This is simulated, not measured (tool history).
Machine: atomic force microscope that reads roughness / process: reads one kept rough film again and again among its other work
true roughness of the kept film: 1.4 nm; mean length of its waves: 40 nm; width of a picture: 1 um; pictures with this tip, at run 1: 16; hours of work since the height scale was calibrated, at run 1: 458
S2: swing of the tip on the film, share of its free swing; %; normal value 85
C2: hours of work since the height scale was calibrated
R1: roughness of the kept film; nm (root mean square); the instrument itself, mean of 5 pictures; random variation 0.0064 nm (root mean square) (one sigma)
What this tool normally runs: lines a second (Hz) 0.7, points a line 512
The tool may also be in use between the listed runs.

Run 1, hour 0: usual settings; pictures with this tip 16; C2 458. Result: R1 1.241 nm (root mean square).
Run 2, hour 16.5: usual settings but S2 75 %; pictures with this tip 51; C2 469. Result: R1 1.236 nm (root mean square).
Run 3, hour 30.7: usual settings but S2 75 %; pictures with this tip 81; C2 478. Result: R1 1.218 nm (root mean square).
Run 4, hour 42.5: usual settings but lines a second (Hz) 2.842; pictures with this tip 106; C2 485. Result: R1 0.93 nm (root mean square).
At hour 44.7: new tip fitted.
Run 5, hour 62: usual settings but S2 55 %; pictures with this tip 37; C2 497. Result: R1 1.296 nm (root mean square).
Run 6, hour 77.6: usual settings but S2 65 %; pictures with this tip 70; C2 507. Result: R1 1.253 nm (root mean square).
Run 7, hour 95.2: usual settings but S2 65 %; pictures with this tip 107; C2 518. Result: R1 1.202 nm (root mean square).
At hour 96.8: new tip fitted.
Run 8, hour 108.3: usual settings; pictures with this tip 25; C2 526. Result: R1 1.227 nm (root mean square).
At hour 110.1: height scale calibrated on a step standard.
Run 9, hour 124.6: usual settings; pictures with this tip 57; C2 9. Result: R1 1.201 nm (root mean square).
Run 10, hour 142.3: usual settings but S2 57 %; pictures with this tip 95; C2 20. Result: R1 1.246 nm (root mean square).
At hour 149.6: new tip fitted.
Run 11, hour 157: usual settings; pictures with this tip 16; C2 29. Result: R1 1.239 nm (root mean square).
Run 12, hour 168.4: usual settings but points a line 564; pictures with this tip 40; C2 36. Result: R1 1.227 nm (root mean square).
Run 13, hour 178.4: usual settings; pictures with this tip 61; C2 43. Result: R1 1.188 nm (root mean square).
Run 14, hour 188.3: usual settings; pictures with this tip 82; C2 49. Result: R1 1.18 nm (root mean square).
At hour 202.1: new tip fitted.
Run 15, hour 204.4: usual settings but lines a second (Hz) 3.468, S2 84 %, points a line 356; pictures with this tip 5; C2 59. Result: R1 0.964 nm (root mean square).
At hour 208.9: height scale calibrated on a step standard, once more.
Run 16, hour 219.4: usual settings but lines a second (Hz) 3.468, S2 84 %, points a line 356; pictures with this tip 34; C2 7. Result: R1 0.923 nm (root mean square).
Run 17, hour 232.3: usual settings but S2 57 %, points a line 356; pictures with this tip 62; C2 15. Result: R1 1.266 nm (root mean square).
Run 18, hour 240.5: usual settings but S2 73 %, points a line 865; pictures with this tip 79; C2 20. Result: R1 1.22 nm (root mean square).
At hour 256.4: new tip fitted.
Run 19, hour 259.9: usual settings but lines a second (Hz) 0.726, S2 74 %; pictures with this tip 7; C2 32. Result: R1 1.275 nm (root mean square).
Run 20, hour 268.8: usual settings but lines a second (Hz) 0.862, S2 58 %, points a line 467; pictures with this tip 26; C2 37. Result: R1 1.285 nm (root mean square).
Run 21, hour 278.2: usual settings but lines a second (Hz) 0.862, S2 58 %, points a line 467; pictures with this tip 46; C2 43. Result: R1 1.271 nm (root mean square).
Run 22, hour 292.7: usual settings but S2 72 %; pictures with this tip 76; C2 52. Result: R1 1.202 nm (root mean square).
Run 23, hour 302.4: usual settings but S2 72 %; pictures with this tip 97; C2 59. Result: R1 1.196 nm (root mean square).
At hour 309.6: new tip fitted.
Run 24, hour 314.8: usual settings but S2 72 %; pictures with this tip 11; C2 66. Result: R1 1.285 nm (root mean square).
Run 25, hour 333.9: usual settings but points a line 328; pictures with this tip 52; C2 78. Result: R1 1.173 nm (root mean square).
Run 26, hour 351.8: usual settings but lines a second (Hz) 0.71, S2 82 %, points a line 384; pictures with this tip 89; C2 89. Result: R1 1.169 nm (root mean square).

How the hidden state differs across the entries between the runs, from the last listed run before each to the first after it:
Runs 4 to 5: new tip fitted (hour 44.7)
  radius of the tip, nm: 34.8 -> 19.3; height scale over the true one, %: 0.83 -> 0.84
  what was measured, less what the result would be without the hidden state, R1: -0.068 -> -0.029 nm (root mean square)
Runs 7 to 8: new tip fitted (hour 96.8)
  radius of the tip, nm: 36.4 -> 16.1; height scale over the true one, %: 0.88 -> 0.89
  what was measured, less what the result would be without the hidden state, R1: -0.095 -> -0.013 nm (root mean square)
Runs 8 to 9: height scale calibrated on a step standard (hour 110.1)
  radius of the tip, nm: 16.1 -> 24.4; height scale over the true one, %: 0.89 -> 0.99
  what was measured, less what the result would be without the hidden state, R1: -0.013 -> -0.044 nm (root mean square)
Runs 10 to 11: new tip fitted (hour 149.6)
  radius of the tip, nm: 33.6 -> 14.3; height scale over the true one, %: 1.01 -> 1.03
  what was measured, less what the result would be without the hidden state, R1: -0.085 -> -0.005 nm (root mean square)
Runs 14 to 15: new tip fitted (hour 202.1)
  radius of the tip, nm: 30.7 -> 11.4; height scale over the true one, %: 1.06 -> 1.07
  what was measured, less what the result would be without the hidden state, R1: -0.068 -> +0.005 nm (root mean square)
Runs 15 to 16: height scale calibrated on a step standard, once more (hour 208.9)
  radius of the tip, nm: 11.4 -> 18.1; height scale over the true one, %: 1.07 -> -0.17
  what was measured, less what the result would be without the hidden state, R1: +0.005 -> -0.026 nm (root mean square)
Runs 18 to 19: new tip fitted (hour 256.4)
  radius of the tip, nm: 29.4 -> 12.3; height scale over the true one, %: -0.15 -> -0.13
  what was measured, less what the result would be without the hidden state, R1: -0.081 -> -0.011 nm (root mean square)
Runs 23 to 24: new tip fitted (hour 309.6)
  radius of the tip, nm: 33.9 -> 13.2; height scale over the true one, %: -0.09 -> -0.08
  what was measured, less what the result would be without the hidden state, R1: -0.097 -> -0.015 nm (root mean square)

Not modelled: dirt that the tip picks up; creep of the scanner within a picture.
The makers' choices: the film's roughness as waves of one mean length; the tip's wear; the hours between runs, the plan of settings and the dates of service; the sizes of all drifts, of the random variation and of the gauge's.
